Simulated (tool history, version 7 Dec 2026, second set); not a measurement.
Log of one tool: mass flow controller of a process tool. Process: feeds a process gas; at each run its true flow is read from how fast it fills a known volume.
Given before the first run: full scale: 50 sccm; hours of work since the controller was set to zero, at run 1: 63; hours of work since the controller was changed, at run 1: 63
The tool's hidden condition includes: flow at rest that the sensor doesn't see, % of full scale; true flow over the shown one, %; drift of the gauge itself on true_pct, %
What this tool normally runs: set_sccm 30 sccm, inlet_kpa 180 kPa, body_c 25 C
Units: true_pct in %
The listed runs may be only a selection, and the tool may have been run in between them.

| run | day | set_sccm | inlet_kpa | body_c | hours of work since the controller was set to zero | hours of work since the controller was changed | true_pct |
|---|---|---|---|---|---|---|---|
| 1 | 0.000 | 30 | 180 | 25 | 63 | 63 | 99.74 |
| 2 | 2.938 | 8 | 180 | 25 | 112 | 112 | 99.23 |
| 3 | 4.488 | 30 | 180 | 25 | 138 | 138 | 99.72 |
| 4 | 6.875 | 30 | 180 | 27 | 179 | 179 | 99.52 |
| 5 | 9.454 | 30 | 180 | 27 | 222 | 222 | 99.50 |
| 6 | 12.100 | 30 | 180 | 25 | 267 | 267 | 99.67 |
| 7 | 13.738 | 30 | 182 | 25 | 294 | 294 | 99.55 |
| 8 | 15.258 | 30 | 180 | 25 | 320 | 320 | 99.73 |
| 9 | 16.704 | 30 | 205 | 25 | 344 | 344 | 99.47 |
| 10 | 18.471 | 30 | 205 | 25 | 374 | 374 | 99.48 |
| 11 | 20.629 | 30 | 205 | 25 | 410 | 410 | 99.47 |
| 12 | 23.775 | 30 | 205 | 25 | 463 | 463 | 99.38 |
| 13 | 25.388 | 30 | 205 | 25 | 490 | 490 | 99.28 |
| 14 | 26.912 | 30 | 240 | 25 | 516 | 516 | 99.22 |
| 15 | 29.212 | 12 | 141 | 25 | 555 | 555 | 99.20 |
| 16 | 31.296 | 19 | 142 | 33 | 590 | 590 | 98.87 |
| 17 | 34.050 | 12 | 240 | 38 | 636 | 636 | 97.66 |
| 18 | 36.196 | 19 | 178 | 27 | 672 | 672 | 99.07 |
| 19 | 37.938 | 19 | 178 | 27 | 701 | 701 | 99.06 |
| 20 | 41.192 | 19 | 178 | 27 | 756 | 756 | 99.00 |
| 21 | 43.646 | 32 | 237 | 27 | 797 | 797 | 99.18 |
| 22 | 45.775 | 32 | 237 | 27 | 833 | 833 | 99.15 |
| 23 | 47.888 | 32 | 237 | 27 | 869 | 869 | 99.00 |
| 24 | 50.525 | 32 | 237 | 27 | 913 | 913 | 98.98 |
| 25 | 52.658 | 34 | 210 | 29 | 949 | 949 | 99.05 |
| 26 | 55.179 | 30 | 166 | 28 | 992 | 992 | 99.23 |
| 27 | 56.867 | 17 | 227 | 32 | 1020 | 1020 | 98.19 |

What if the next run were any one of these 5? Each begins from the tool's condition after run 27:
| A | 59.896 | 30 | 172 | 25 | 1071 | 1071 | ? |
| B | 59.896 | 30 | 172 | 24 | 1071 | 1071 | ? |
| C | 59.896 | 39 | 180 | 25 | 1071 | 1071 | ? |
| D | 59.896 | 8 | 227 | 32 | 1071 | 1071 | ? |
| E | 59.896 | 17 | 276 | 31 | 1071 | 1071 | ? |

| run | true_pct |
|---|---|
| A | 99.39 |
| B | 99.37 |
| C | 99.50 |
| D | 97.70 |
| E | 98.05 |
With the hidden condition removed and each run's random variation left untouched, the same runs would have given:
| run | true_pct |
|---|---|
| A | 99.82 |
| B | 99.79 |
| C | 99.87 |
| D | 98.76 |
| E | 98.65 |
